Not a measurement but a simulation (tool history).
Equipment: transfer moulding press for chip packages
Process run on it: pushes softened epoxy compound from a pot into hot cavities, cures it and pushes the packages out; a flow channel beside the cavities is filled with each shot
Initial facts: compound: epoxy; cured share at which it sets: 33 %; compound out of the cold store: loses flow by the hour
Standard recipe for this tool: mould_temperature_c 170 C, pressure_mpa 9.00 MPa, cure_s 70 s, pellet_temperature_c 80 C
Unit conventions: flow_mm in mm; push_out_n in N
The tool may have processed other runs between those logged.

run   hour  mould_temperature_c  pressure_mpa  cure_s  pellet_temperature_c  incoming compound's hours out of the cold store  flow_mm  push_out_n
  1    0.0                  170          9.00      70                    80                                             37.6      625         490
  2   15.6                  170          9.00      70                    80                                             20.1      673         499
  3   24.4                  170          9.00      56                    80                                             37.5      622         783
  4   32.1                  170          9.00      53                    80                                             16.5      692         962
  5   42.9                  170          7.49      70                    80                                             41.6      553         506
  6   52.1                  170          7.49      70                    80                                             40.6      561         490
      59.4  -- cavities cleaned with cleaning compound and waxed
  7   71.0                  170          7.49      70                    80                                             39.9      554         485
  8   82.7                  170          9.00      70                    80                                              8.1      728         501
  9   99.0                  170          9.00      70                    80                                             24.3      665         513
 10  115.0                  170          9.00      84                    80                                             25.1      671         404
 11  123.7                  170          9.00      82                    80                                             29.0      645         405
     132.0  -- cavities cleaned with cleaning compound and waxed
     143.2  -- plunger's sealing rings changed
 12  143.9                  170          9.00      82                    80                                             27.0      664         414
 13  158.7                  170          9.00      82                    80                                             32.7      636         424
 14  171.0                  170          9.00      70                    80                                             11.6      710         518
 15  185.8                  170          9.00     100                    73                                             18.4      691         380
 16  198.3                  178         10.69      58                    83                                             37.7      668         449
     207.7  -- cavities cleaned with cleaning compound and waxed
 17  208.0                  178         10.69      58                    83                                             15.1      752         464
 18  221.4                  162          7.60      72                    73                                             38.3      585         799
 19  239.0                  168          7.60      72                    72                                             11.8      672         599
 20  251.8                  167          9.00      88                    85                                             13.1      718         441
 21  261.8                  164          9.12      86                    85                                             15.4      714         497
 22  273.1                  170          9.99      59                    74                                             27.9      689         744
     280.0  -- cavities cleaned with cleaning compound and waxed
 23  293.2                  171          9.03      51                    79                                             38.8      632         939
 24  310.4                  171          9.03      51                    79                                              9.6      721        1029
 25  327.4                  176          8.74      66                    79                                             30.7      627         442
 26  340.9                  165          9.00      97                    80                                              8.9      742         427
     352.2  -- cavities cleaned with cleaning compound and waxed
 27  359.3                  170          9.00      81                    80                                             13.2      709         417
 28  377.0                  170          7.97      76                    80                                             16.1      644         446

Forecast each of these 4 alternatives for the next run:
  A  389.7                  173          7.21      70                    80                                             46.6        ?           ?
  B  389.7                  170          9.00      90                    88                                             17.3        ?           ?
  C  389.7                  171          9.76      92                    80                                             13.0        ?           ?
  D  389.7                  175          7.97      83                    87                                             40.6        ?           ?

run  flow_mm  push_out_n
  A      537         441
  B      680         394
  C      736         379
  D      573         378
Without the tool's hidden state the same runs would have given:
run  flow_mm  push_out_n
  A      537         436
  B      681         389
  C      737         374
  D      573         373
